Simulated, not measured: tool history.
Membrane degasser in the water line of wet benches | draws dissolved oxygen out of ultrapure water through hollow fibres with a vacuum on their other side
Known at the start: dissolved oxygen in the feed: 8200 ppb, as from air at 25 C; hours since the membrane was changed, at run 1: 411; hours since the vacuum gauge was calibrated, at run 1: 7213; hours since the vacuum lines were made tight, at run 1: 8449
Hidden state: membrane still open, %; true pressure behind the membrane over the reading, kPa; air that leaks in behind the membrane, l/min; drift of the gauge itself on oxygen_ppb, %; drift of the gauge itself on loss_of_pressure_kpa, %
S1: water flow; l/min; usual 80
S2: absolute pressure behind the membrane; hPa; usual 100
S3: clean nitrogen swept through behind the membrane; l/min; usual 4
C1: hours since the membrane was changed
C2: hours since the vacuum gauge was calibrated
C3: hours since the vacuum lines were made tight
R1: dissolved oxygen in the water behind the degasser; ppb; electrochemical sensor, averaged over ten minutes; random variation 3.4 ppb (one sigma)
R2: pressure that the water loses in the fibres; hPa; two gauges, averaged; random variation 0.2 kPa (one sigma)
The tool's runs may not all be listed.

run	hour	S1	S2	S3	C1	C2	C3	R1	R2
1	0	80	100	4	411	7213	8449	349.6	455.8
2	48.9	61	100	4	460	7262	8498	260.6	347.1
3	118.5	61	100	4	530	7332	8567	259.1	348.5
4	186.2	61	100	4	597	7399	8635	258.4	347.4
5	226.1	80	100	4	637	7439	8675	350.6	453.1
6	270.3	80	100	4	682	7483	8719	346.8	458.8
7	347	80	100	4	758	7560	8796	342.9	455.8
8	396.8	80	100	4	808	7610	8846	351.3	454.9
9	439.9	80	100	4	851	7653	8889	347.4	454.6
10	501.9	80	100	4	913	7715	8951	347.8	457.2
11	569.5	79	100	4	981	7783	9018	344.2	452.7
# hour 625.6: vacuum gauge calibrated
12	635.4	79	100	4	1046	10	9084	339.1	451
13	704.1	79	100	4	1115	79	9152	332.4	448.9
14	779.1	61	117	4	1190	154	9227	308.7	349.9
15	830	66	67	2.36	1241	204	9278	231.5	378.7
16	876.7	118	112	4	1287	251	9325	596.6	671.6
17	951.5	85	100	2.4	1362	326	9400	535.8	485
18	1003.5	80	181	2	1414	378	9452	1099.6	456.4
19	1058.1	80	181	2	1469	432	9506	1114.6	457.1
20	1093.9	80	181	2	1505	468	9542	1108.6	453.6
21	1154.4	80	181	2	1565	529	9603	1120.9	459.1
22	1197.1	80	181	2	1608	571	9645	1110.7	457.3
23	1252.9	80	181	2	1664	627	9701	1119.9	454.2

Hidden state or all else? Some run-to-run changes of R1, split into what the settings, what came in and random variation would give without the hidden state, and what is left for the hidden state (with any gauge scatter that isn't in both results):
Run 4 -> 5: S1 61 -> 80. R1 +92.2 ppb: hidden state +2.3, all else +89.9.
Run 11 -> 12: vacuum gauge calibrated. R1 -5.1 ppb: hidden state -9.7, all else +4.6.
Run 15 -> 16: S1 66 -> 118, S2 67 -> 112, S3 2.36 -> 4. R1 +365.1 ppb: hidden state +2.3, all else +362.8.
Run 17 -> 18: S1 85 -> 80, S2 100 -> 181, S3 2.4 -> 2. R1 +563.8 ppb: hidden state -0.1, all else +563.9.
